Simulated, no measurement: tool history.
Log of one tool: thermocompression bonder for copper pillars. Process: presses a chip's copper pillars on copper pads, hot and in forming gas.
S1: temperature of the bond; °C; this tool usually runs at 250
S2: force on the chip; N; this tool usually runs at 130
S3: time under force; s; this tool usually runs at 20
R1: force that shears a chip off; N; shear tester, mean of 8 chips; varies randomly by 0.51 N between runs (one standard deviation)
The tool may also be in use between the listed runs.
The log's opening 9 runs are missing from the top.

| run | hour | S1 | S2 | S3 | R1 |
|---|---|---|---|---|---|
| 10 | 355.4 | 250 | 130 | 20 | 33.7 |
| 11 | 389.9 | 250 | 130 | 20 | 32.2 |
| 12 | 433.5 | 250 | 130 | 20 | 32.9 |
| 13 | 486.2 | 269 | 130 | 20 | 39.1 |
| 14 | 525.1 | 269 | 130 | 20 | 39.3 |
| 15 | 556.8 | 250 | 130 | 20 | 30.9 |
| 16 | 596.6 | 250 | 177 | 20 | 37.6 |
| 17 | 639.9 | 250 | 158 | 20 | 35.1 |
| 18 | 676.3 | 250 | 129 | 20 | 31.5 |
| 19 | 704.6 | 250 | 130 | 20 | 31.5 |
|  | 723.6 | forming gas filter changed |
| 20 | 741.4 | 250 | 130 | 20 | 35.2 |
| 21 | 777.8 | 250 | 130 | 14 | 31.1 |
| 22 | 826.3 | 258 | 130 | 10 | 29.2 |
| 23 | 871.5 | 258 | 130 | 17 | 35.3 |
| 24 | 904.6 | 258 | 130 | 17 | 35 |
| 25 | 948.3 | 258 | 130 | 17 | 34.9 |
| 26 | 992.8 | 248 | 127 | 19 | 32.8 |

Run 27, settings as shown, results not yet in. Your forecast:
| 27 | 1045.3 | 248 | 127 | 19 | ? |

{"run 27": {"R1": 32.7}}
With the hidden condition absent and the run-to-run variation left alone, this run would have shown R1 31.4 N.
